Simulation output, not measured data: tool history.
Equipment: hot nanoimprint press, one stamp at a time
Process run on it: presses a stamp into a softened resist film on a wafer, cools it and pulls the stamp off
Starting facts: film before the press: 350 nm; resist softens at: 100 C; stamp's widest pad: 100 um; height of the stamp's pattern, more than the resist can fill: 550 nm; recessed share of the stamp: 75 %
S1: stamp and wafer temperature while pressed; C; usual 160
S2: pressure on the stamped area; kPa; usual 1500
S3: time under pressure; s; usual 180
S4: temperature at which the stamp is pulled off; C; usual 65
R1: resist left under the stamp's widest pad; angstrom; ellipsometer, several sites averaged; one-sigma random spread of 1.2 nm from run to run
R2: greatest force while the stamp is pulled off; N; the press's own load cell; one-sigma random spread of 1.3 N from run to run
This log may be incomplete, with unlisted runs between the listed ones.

Run 1, day 0.000: usual settings. Result: R1 1906 angstrom, R2 107 N.
Run 2, day 1.517: usual settings. Result: R1 1919 angstrom, R2 109 N.
Run 3, day 2.983: usual settings. Result: R1 1925 angstrom, R2 110 N.
Run 4, day 4.121: usual settings but S3 200 s. Result: R1 1874 angstrom, R2 116 N.
At day 5.250: stamp cleaned and given a new release coat.
Run 5, day 5.354: usual settings but S3 200 s. Result: R1 1862 angstrom, R2 107 N.
Run 6, day 6.996: usual settings but S3 200 s. Result: R1 1901 angstrom, R2 113 N.
Run 7, day 7.896: usual settings but S3 200 s. Result: R1 1874 angstrom, R2 113 N.
Run 8, day 9.442: usual settings but S3 200 s. Result: R1 1884 angstrom, R2 116 N.
At day 10.029: plate thermocouple calibrated.
At day 10.696: stamp cleaned and given a new release coat.
Run 9, day 10.725: usual settings but S1 152 C. Result: R1 2642 angstrom, R2 104 N.
Run 10, day 12.438: usual settings but S1 152 C. Result: R1 2649 angstrom, R2 109 N.
Run 11, day 13.850: usual settings but S1 152 C. Result: R1 2665 angstrom, R2 112 N.
Run 12, day 15.429: usual settings but S1 170 C. Result: R1 1149 angstrom, R2 115 N.
At day 15.946: stamp cleaned and given a new release coat.
Run 13, day 16.629: usual settings but S1 170 C. Result: R1 1172 angstrom, R2 108 N.
Run 14, day 17.412: usual settings but S1 170 C. Result: R1 1152 angstrom, R2 111 N.

What will run 15 give?
Run 15, day 18.808: usual settings but S1 170 C. Result: R1 ?, R2 ?.

Run 15 measured R1 1181 angstrom, R2 112 N.
Minus the tool's unlogged condition, the same run would have read R1 1141 angstrom, R2 106 N.
